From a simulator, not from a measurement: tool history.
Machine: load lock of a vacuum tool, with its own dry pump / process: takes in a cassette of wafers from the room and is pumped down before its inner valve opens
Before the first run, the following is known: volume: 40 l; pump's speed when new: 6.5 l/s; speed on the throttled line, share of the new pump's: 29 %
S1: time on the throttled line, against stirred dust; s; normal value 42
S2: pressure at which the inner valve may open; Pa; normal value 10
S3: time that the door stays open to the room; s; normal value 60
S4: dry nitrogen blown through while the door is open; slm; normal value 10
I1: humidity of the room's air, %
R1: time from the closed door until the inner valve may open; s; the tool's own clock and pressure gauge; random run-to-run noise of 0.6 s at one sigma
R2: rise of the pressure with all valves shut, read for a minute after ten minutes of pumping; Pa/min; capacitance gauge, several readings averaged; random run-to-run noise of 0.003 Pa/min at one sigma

| run | hour | S1 | S2 | S3 | S4 | I1 | R1 | R2 |
|---|---|---|---|---|---|---|---|---|
| 1 | 0 | 42 | 10 | 60 | 10 | 45.7 | 86.2 | 0.037 |
| 2 | 213.3 | 42 | 10 | 60 | 10 | 44.4 | 86.6 | 0.036 |
| 3 | 384.3 | 42 | 10 | 60 | 10 | 45.8 | 87.6 | 0.036 |
| 4 | 563.9 | 42 | 10 | 60 | 10 | 47.2 | 86.2 | 0.044 |
| 5 | 794 | 42 | 11 | 60 | 10 | 45.4 | 86.5 | 0.037 |
| 6 | 977.6 | 42 | 10 | 72 | 10 | 45 | 86.6 | 0.044 |
| 7 | 1137.4 | 42 | 10 | 60 | 20 | 44.3 | 86.8 | 0.032 |
| 8 | 1307 | 42 | 10 | 60 | 10 | 42.4 | 86.3 | 0.035 |
| 9 | 1500.1 | 42 | 10 | 60 | 10 | 43.7 | 87.5 | 0.033 |
| 10 | 1629.7 | 42 | 10 | 223 | 10 | 47.5 | 87.9 | 0.064 |
| 11 | 1730.9 | 42 | 10 | 60 | 38 | 44.6 | 87.8 | 0.025 |
| 12 | 1952.2 | 33 | 10 | 60 | 38 | 45.6 | 80.8 | 0.018 |
| 13 | 2102 | 33 | 10 | 60 | 38 | 44.8 | 79.5 | 0.025 |
| 14 | 2326.9 | 42 | 10 | 223 | 10 | 42.1 | 86.1 | 0.059 |
| 15 | 2535.6 | 42 | 10 | 60 | 10 | 47.5 | 88.3 | 0.039 |
| 16 | 2696.7 | 42 | 10 | 49 | 10 | 46.5 | 86.2 | 0.034 |
| 17 | 2866.7 | 42 | 10 | 60 | 10 | 45.2 | 85.9 | 0.036 |
| 18 | 2963.3 | 42 | 20 | 60 | 8 | 42.9 | 82.1 | 0.038 |
| 19 | 3089.6 | 42 | 20 | 60 | 8 | 48.6 | 83.6 | 0.042 |
| 20 | 3299.9 | 42 | 14 | 60 | 22 | 45.7 | 84.8 | 0.028 |
| 21 | 3448.4 | 42 | 14 | 60 | 22 | 44.9 | 84.4 | 0.029 |
| 22 | 3634.1 | 34 | 19 | 60 | 22 | 47.5 | 77.3 | 0.032 |
| 23 | 3836.8 | 42 | 10 | 60 | 10 | 45 | 87.7 | 0.041 |
| 24 | 4034.9 | 42 | 10 | 141 | 10 | 46.2 | 87.1 | 0.056 |
| 25 | 4254.1 | 82 | 10 | 60 | 7 | 42.8 | 114.4 | 0.037 |
| 26 | 4448.5 | 82 | 10 | 60 | 7 | 43.6 | 115.5 | 0.036 |

Predict the results of run 27:
| 27 | 4542.2 | 58 | 14 | 136 | 9 | 47.2 | ? | ? |

Run 27 yielded R1 95.6 s, R2 0.052 Pa/min.
With the hidden condition absent and the run-to-run variation left alone, this run would have shown R1 95.6 s, R2 0.051 Pa/min.
